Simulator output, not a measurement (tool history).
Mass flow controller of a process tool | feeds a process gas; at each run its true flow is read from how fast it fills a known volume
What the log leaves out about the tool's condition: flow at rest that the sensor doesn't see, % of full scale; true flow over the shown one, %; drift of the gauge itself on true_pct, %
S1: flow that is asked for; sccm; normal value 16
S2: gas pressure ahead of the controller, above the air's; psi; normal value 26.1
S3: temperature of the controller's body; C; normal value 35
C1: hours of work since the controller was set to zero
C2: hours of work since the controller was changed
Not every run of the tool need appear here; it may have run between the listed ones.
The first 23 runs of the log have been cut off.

run 24 hour=3065.7 | S1=16 S2=36.4 S3=29 | C1=4403 C2=4403 | true_flow_(%)=100.45
run 25 hour=3153 | S1=2 S2=22.3 S3=23 | C1=4471 C2=4471 | true_flow_(%)=100.22
run 26 hour=3264.5 | S1=2 S2=22.3 S3=23 | C1=4558 C2=4558 | true_flow_(%)=100.54
run 27 hour=3383.6 | S1=10 S2=38.3 S3=24 | C1=4652 C2=4652 | true_flow_(%)=100.09
run 28 hour=3466.7 | S1=10 S2=38.3 S3=24 | C1=4717 C2=4717 | true_flow_(%)=100.36
run 29 hour=3540 | S1=10 S2=26.1 S3=26 | C1=4774 C2=4774 | true_flow_(%)=100.95
run 30 hour=3646.8 | S1=10 S2=26.1 S3=26 | C1=4858 C2=4858 | true_flow_(%)=101.06
run 31 hour=3730 | S1=13 S2=20.5 S3=35 | C1=4923 C2=4923 | true_flow_(%)=101.96
run 32 hour=3868.7 | S1=7 S2=20.5 S3=21 | C1=5032 C2=5032 | true_flow_(%)=101.03
run 33 hour=4008.2 | S1=4 S2=20.5 S3=31 | C1=5141 C2=5141 | true_flow_(%)=101.84
run 34 hour=4180.8 | S1=16 S2=26.1 S3=24 | C1=5276 C2=5276 | true_flow_(%)=101.66
run 35 hour=4290.6 | S1=3 S2=28.7 S3=35 | C1=5362 C2=5362 | true_flow_(%)=102.02
run 36 hour=4363.9 | S1=3 S2=28.7 S3=35 | C1=5419 C2=5419 | true_flow_(%)=102.15
run 37 hour=4476.9 | S1=3 S2=28.7 S3=35 | C1=5508 C2=5508 | true_flow_(%)=102.18
run 38 hour=4556.2 | S1=5 S2=30.2 S3=35 | C1=5570 C2=5570 | true_flow_(%)=102.29
run 39 hour=4629.8 | S1=2 S2=33.5 S3=38 | C1=5628 C2=5628 | true_flow_(%)=102.37
run 40 hour=4715.4 | S1=3 S2=26.1 S3=24 | C1=5695 C2=5695 | true_flow_(%)=101.72

5 ways to go on from here, each from the tool as it stands after run 40. What would each give?
run A hour=4876.8 | S1=9 S2=25.1 S3=35 | C1=5821 C2=5821 | true_flow_(%)=?
run B hour=4876.8 | S1=3 S2=22.8 S3=30 | C1=5821 C2=5821 | true_flow_(%)=?
run C hour=4876.8 | S1=16 S2=20.3 S3=35 | C1=5821 C2=5821 | true_flow_(%)=?
run D hour=4876.8 | S1=19 S2=38.9 S3=38 | C1=5821 C2=5821 | true_flow_(%)=?
run E hour=4876.8 | S1=3 S2=26.1 S3=38 | C1=5821 C2=5821 | true_flow_(%)=?

run=A true_flow_(%)=102.9
run=B true_flow_(%)=102.56
run=C true_flow_(%)=103.22
run=D true_flow_(%)=102.71
run=E true_flow_(%)=102.9
The same runs, with their run-to-run variation unchanged, on a tool lacking any hidden condition would have given:
run=A true_flow_(%)=100.69
run=B true_flow_(%)=100.34
run=C true_flow_(%)=101.01
run=D true_flow_(%)=100.51
run=E true_flow_(%)=100.67

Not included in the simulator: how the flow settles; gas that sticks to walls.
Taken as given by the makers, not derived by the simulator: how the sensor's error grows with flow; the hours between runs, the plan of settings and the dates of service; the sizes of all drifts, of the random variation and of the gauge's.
